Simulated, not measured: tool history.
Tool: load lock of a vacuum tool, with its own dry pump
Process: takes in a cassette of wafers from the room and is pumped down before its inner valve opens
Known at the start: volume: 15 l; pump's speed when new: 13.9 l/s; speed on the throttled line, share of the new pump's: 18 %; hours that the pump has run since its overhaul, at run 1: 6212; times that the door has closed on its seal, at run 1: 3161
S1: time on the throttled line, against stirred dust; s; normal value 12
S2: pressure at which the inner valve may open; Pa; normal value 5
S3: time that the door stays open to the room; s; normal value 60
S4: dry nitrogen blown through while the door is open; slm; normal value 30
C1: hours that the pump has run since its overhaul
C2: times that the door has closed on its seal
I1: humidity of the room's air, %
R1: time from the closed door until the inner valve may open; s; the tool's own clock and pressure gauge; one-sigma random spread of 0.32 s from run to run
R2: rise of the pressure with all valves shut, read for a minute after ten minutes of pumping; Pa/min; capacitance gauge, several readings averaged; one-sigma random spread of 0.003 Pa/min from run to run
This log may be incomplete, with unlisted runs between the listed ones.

run	day	S1	S2	S3	S4	C1	C2	I1	R1	R2
1	0.000	12	5	60	30	6212	3161	45.9	20.7	0.025
2	15.875	12	5	60	35	6593	4028	47.4	20.7	0.022
3	29.362	12	5	89	30	6917	4765	44.6	20.8	0.031
4	48.571	12	5	60	30	7378	5813	47.3	20.4	0.030
5	64.633	12	5	60	30	7763	6691	44.5	20.4	0.028
6	86.233	12	5	60	30	8282	7870	43.6	20.0	0.025
7	100.467	12	5	60	30	8623	8648	46.3	20.7	0.028
8	113.517	12	5	60	29	8937	9360	42.3	20.8	0.025
9	123.992	12	5	60	30	9188	9932	43.0	20.6	0.022
10	134.183	12	5	60	30	9433	10489	41.9	20.8	0.022
11	153.775	12	5	136	30	9903	11558	46.2	20.2	0.038
12	173.475	12	5	136	30	10376	12634	41.9	20.7	0.034
# day 188.429: dry pump taken out, an overhauled one fitted
13	195.254	12	5	136	30	164	13810	46.1	20.1	0.031
14	213.654	14	6	200	30	605	14814	49.2	22.2	0.042

What does the tool deliver on the next run?
15	231.246	14	6	200	30	1028	15775	42.2	?	?

R1: 21.4 s
R2: 0.038 Pa/min
With no hidden state in the tool, this same run would have given R1 21.4 s, R2 0.038 Pa/min.
